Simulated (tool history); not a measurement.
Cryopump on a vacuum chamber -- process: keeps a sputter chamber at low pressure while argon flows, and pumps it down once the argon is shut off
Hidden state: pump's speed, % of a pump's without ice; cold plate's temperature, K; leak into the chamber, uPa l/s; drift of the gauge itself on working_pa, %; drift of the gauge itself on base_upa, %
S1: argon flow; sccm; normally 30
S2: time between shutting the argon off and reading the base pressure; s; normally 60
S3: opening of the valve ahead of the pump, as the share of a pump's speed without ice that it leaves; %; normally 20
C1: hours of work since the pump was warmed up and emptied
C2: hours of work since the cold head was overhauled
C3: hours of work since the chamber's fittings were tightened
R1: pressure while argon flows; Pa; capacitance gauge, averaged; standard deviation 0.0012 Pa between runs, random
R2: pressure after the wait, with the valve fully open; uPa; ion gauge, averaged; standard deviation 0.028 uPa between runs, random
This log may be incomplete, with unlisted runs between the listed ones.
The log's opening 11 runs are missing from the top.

Run 12, day 13.325: usual settings but S1 58 sccm; C1 612; C2 612; C3 581. Result: R1 0.5564 Pa, R2 1.85 uPa.
Run 13, day 15.050: usual settings but S1 58 sccm; C1 635; C2 635; C3 603. Result: R1 0.5613 Pa, R2 1.94 uPa.
Run 14, day 16.017: usual settings but S1 58 sccm, S3 18 %; C1 648; C2 648; C3 616. Result: R1 0.6209 Pa, R2 1.92 uPa.
Run 15, day 17.192: usual settings; C1 663; C2 663; C3 632. Result: R1 0.2887 Pa, R2 1.95 uPa.
Run 16, day 18.400: usual settings; C1 679; C2 679; C3 648. Result: R1 0.2907 Pa, R2 1.90 uPa.
Run 17, day 20.154: usual settings but S1 56 sccm; C1 703; C2 703; C3 671. Result: R1 0.5394 Pa, R2 1.98 uPa.
Run 18, day 21.129: usual settings but S1 56 sccm; C1 715; C2 715; C3 684. Result: R1 0.5401 Pa, R2 2.00 uPa.
Run 19, day 22.100: usual settings but S1 56 sccm, S3 44 %; C1 728; C2 728; C3 697. Result: R1 0.2558 Pa, R2 2.00 uPa.
Run 20, day 22.900: usual settings but S1 59 sccm, S3 16 %; C1 739; C2 739; C3 708. Result: R1 0.7099 Pa, R2 1.98 uPa.
Run 21, day 23.762: usual settings but S1 52 sccm, S2 90 s, S3 16 %; C1 750; C2 750; C3 719. Result: R1 0.6265 Pa, R2 1.73 uPa.
Run 22, day 25.554: usual settings but S1 34 sccm, S2 22 s, S3 44 %; C1 774; C2 774; C3 743. Result: R1 0.1562 Pa, R2 3.68 uPa.
Run 23, day 26.779: usual settings but S2 73 s, S3 46 %; C1 790; C2 790; C3 759. Result: R1 0.1325 Pa, R2 1.93 uPa.
Run 24, day 27.862: usual settings but S2 73 s, S3 46 %; C1 805; C2 805; C3 773. Result: R1 0.1309 Pa, R2 1.89 uPa.
Run 25, day 29.462: usual settings but S1 19 sccm, S2 47 s, S3 43 %; C1 826; C2 826; C3 795. Result: R1 0.0894 Pa, R2 2.33 uPa.
Run 26, day 31.188: usual settings but S1 19 sccm, S2 47 s, S3 43 %; C1 849; C2 849; C3 817. Result: R1 0.0897 Pa, R2 2.38 uPa.
Run 27, day 31.988: usual settings but S1 28 sccm, S2 87 s, S3 24 %; C1 859; C2 859; C3 828. Result: R1 0.2278 Pa, R2 1.81 uPa.
Run 28, day 33.000: usual settings but S1 28 sccm, S2 87 s, S3 24 %; C1 873; C2 873; C3 841. Result: R1 0.2288 Pa, R2 1.90 uPa.
Run 29, day 33.883: usual settings but S1 53 sccm, S2 87 s, S3 24 %; C1 885; C2 885; C3 853. Result: R1 0.4327 Pa, R2 1.93 uPa.
Run 30, day 35.075: usual settings but S1 25 sccm; C1 900; C2 900; C3 869. Result: R1 0.2442 Pa, R2 2.13 uPa.
Run 31, day 35.958: usual settings but S1 24 sccm, S2 165 s, S3 25 %; C1 912; C2 912; C3 881. Result: R1 0.1900 Pa, R2 1.56 uPa.
Run 32, day 37.379: usual settings but S1 42 sccm, S2 63 s, S3 40 %; C1 931; C2 931; C3 899. Result: R1 0.2137 Pa, R2 2.18 uPa.
Run 33, day 38.829: usual settings but S1 42 sccm, S2 63 s, S3 40 %; C1 950; C2 950; C3 919. Result: R1 0.2125 Pa, R2 2.21 uPa.
Run 34, day 39.617: usual settings but S1 36 sccm, S3 21 %; C1 961; C2 961; C3 929. Result: R1 0.3334 Pa, R2 2.28 uPa.

For run 35, what comes out?
Run 35, day 40.983: usual settings but S1 22 sccm, S3 21 %; C1 979; C2 979; C3 947. Result: R1 ?, R2 ?.

R1: 0.2060 Pa
R2: 2.25 uPa
Were there no unlogged condition in the tool, this run, its random variation unchanged, would have produced R1 0.1966 Pa, R2 1.27 uPa.
